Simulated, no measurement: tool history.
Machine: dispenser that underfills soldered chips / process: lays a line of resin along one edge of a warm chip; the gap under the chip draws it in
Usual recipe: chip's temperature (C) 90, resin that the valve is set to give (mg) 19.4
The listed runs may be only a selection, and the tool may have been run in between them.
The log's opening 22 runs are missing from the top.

run   hour  chip's temperature (C)  resin that the valve is set to give (mg)  time until the resin shows at the far edge (s)  resin that the valve gave (mg)
     125.7  -- new syringe of resin
 23  128.8                      85                                      24.5                                           354.9                           23.69
 24  135.1                      91                                      22.3                                           344.6                           21.51
 25  141.2                      87                                      20.0                                           449.9                           19.26
     141.9  -- new syringe of resin
 26  146.6                      99                                      19.7                                           257.7                           18.92
 27  154.2                      76                                      17.8                                           591.5                           16.99
     158.0  -- new syringe of resin
 28  159.5                      76                                      17.8                                           475.0                           17.01
     162.9  -- dispensing valve cleaned and set on the balance
 29  163.9                      89                                      19.4                                           337.9                           19.45
 30  171.3                      91                                      19.6                                           375.2                           19.55
     175.1  -- new syringe of resin
 31  177.6                      89                                      19.3                                           318.5                           19.25
 32  182.4                      89                                      19.3                                           361.4                           19.12
 33  186.5                      89                                      19.3                                           391.9                           19.16
 34  190.4                      89                                      19.3                                           429.5                           19.14
     191.3  -- new syringe of resin
 35  197.9                     103                                      16.7                                           244.1                           16.34
 36  201.5                      92                                      20.1                                           348.0                           19.74

4 options for the next run, each taken on its own from the tool as it stands now. Forecast them:
     207.3  -- new syringe of resin
  A  208.2                      83                                      19.0                                               ?                               ?
     207.3  -- new syringe of resin
  B  208.2                      90                                      18.8                                               ?                               ?
     207.3  -- new syringe of resin
  C  208.2                      91                                      19.0                                               ?                               ?
     207.3  -- new syringe of resin
  D  208.2                      99                                      19.4                                               ?                               ?

run  time until the resin shows at the far edge (s)  resin that the valve gave (mg)
  A                                           366.2                           18.74
  B                                           308.2                           18.44
  C                                           292.0                           18.68
  D                                           236.1                           19.03
Without the tool's unlogged condition, the same runs would have read:
run  time until the resin shows at the far edge (s)  resin that the valve gave (mg)
  A                                           324.9                           19.11
  B                                           274.3                           18.80
  C                                           260.1                           19.05
  D                                           211.1                           19.41
